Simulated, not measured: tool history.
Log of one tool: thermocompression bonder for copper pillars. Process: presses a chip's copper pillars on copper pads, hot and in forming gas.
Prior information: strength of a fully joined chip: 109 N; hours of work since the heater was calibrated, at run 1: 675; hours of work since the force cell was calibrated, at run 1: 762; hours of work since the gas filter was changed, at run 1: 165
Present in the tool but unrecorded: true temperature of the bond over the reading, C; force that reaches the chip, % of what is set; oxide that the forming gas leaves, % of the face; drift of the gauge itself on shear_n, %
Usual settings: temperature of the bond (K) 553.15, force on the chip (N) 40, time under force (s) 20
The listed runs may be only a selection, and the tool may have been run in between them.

run	hour	temperature of the bond (K)	force on the chip (N)	time under force (s)	hours of work since the heater was calibrated	hours of work since the force cell was calibrated	hours of work since the gas filter was changed	force that shears a chip off (N)
1	0	553.15	40	20	675	762	165	61.9
2	47.2	553.15	40	20	709	796	199	61.4
3	93.6	531.15	40	20	743	830	233	48.8
# hour 122.7: force cell calibrated
4	135.6	553.15	40	10	773	9	263	45.6
5	159.7	553.15	40	10	791	27	280	44.7
6	192.4	553.15	40	20	814	51	304	57.1
7	220.2	553.15	40	20	835	71	325	55.5
8	266.9	553.15	40	20	869	106	359	55.5
9	288.7	553.15	40	20	885	121	375	54.6
10	310.3	553.15	36	20	901	137	391	50.9
# hour 350.3: heater calibrated with a thermocouple chip
11	360.5	553.15	36	20	7	173	426	56.5
12	384.3	553.15	36	20	25	190	443	55.4
13	407.7	553.15	36	20	42	207	461	56.5
# hour 426.4: forming gas filter changed
14	448.9	553.15	36	20	72	237	16	63.4
15	486.1	553.15	36	20	99	264	44	62.2
16	506.8	553.15	31	20	114	279	59	56.2
17	533.4	553.15	31	20	134	299	78	56.2
18	560.4	553.15	57	20	153	319	98	80.5
19	607.8	534.15	40	20	188	353	133	55
20	637.6	543.15	40	20	210	375	155	59.3
21	661.8	543.15	40	20	228	393	172	59.4
22	697.9	569.15	40	20	254	419	199	71.9
23	744.4	553.15	27	12	288	453	233	39.6
24	783.8	553.15	45	37	317	482	262	78.1
25	820	525.15	35	19	343	509	288	41.4
26	840.9	553.15	48	19	359	524	303	69
27	875.9	553.15	48	19	384	549	329	67.2
28	896.2	553.15	47	20	399	564	344	66.8
29	933.7	544.15	37	12	427	592	371	43.9
30	960.5	528.15	33	36	446	611	391	50.9
31	1004.8	540.15	36	32	479	644	423	57
32	1027.5	537.15	32	28	495	660	440	48
33	1060	582.15	38	28	519	684	464	73.6
# hour 1074.4: forming gas filter changed
34	1082.2	553.15	40	13	535	700	6	57
35	1129.8	553.15	40	13	570	735	41	54.8
36	1174.6	553.15	40	13	603	768	73	55.2
37	1220	553.15	40	13	636	801	107	55.1
38	1258.5	555.15	42	24	664	829	135	68.5
# hour 1288: force cell calibrated
39	1301.8	555.15	42	24	695	10	165	66

A few steps of force that shears a chip off (N) between consecutive runs. Split each: what settings, incoming material and random variation would produce without the hidden state, and what is left over for the hidden state, along with gauge scatter present in only one of the two compared results (measured, and without hidden state):
Run 10 -> 11: heater calibrated with a thermocouple chip. force that shears a chip off (N) +5.6: hidden state +6.1, all else -0.5.
Run 13 -> 14: forming gas filter changed. force that shears a chip off (N) +6.9: hidden state +7.3, all else -0.4.
Run 22 -> 23: temperature of the bond (K) 569.15 -> 553.15, force on the chip (N) 40 -> 27, time under force (s) 20 -> 12. force that shears a chip off (N) -32.3: hidden state +1.1, all else -33.4.
Run 23 -> 24: force on the chip (N) 27 -> 45, time under force (s) 12 -> 37. force that shears a chip off (N) +38.5: hidden state -3.2, all else +41.7.
Run 24 -> 25: temperature of the bond (K) 553.15 -> 525.15, force on the chip (N) 45 -> 35, time under force (s) 37 -> 19. force that shears a chip off (N) -36.7: hidden state +2.1, all else -38.8.
Run 33 -> 34: temperature of the bond (K) 582.15 -> 553.15, force on the chip (N) 38 -> 40, time under force (s) 28 -> 13, forming gas filter changed. force that shears a chip off (N) -16.6: hidden state +8.9, all else -25.5.
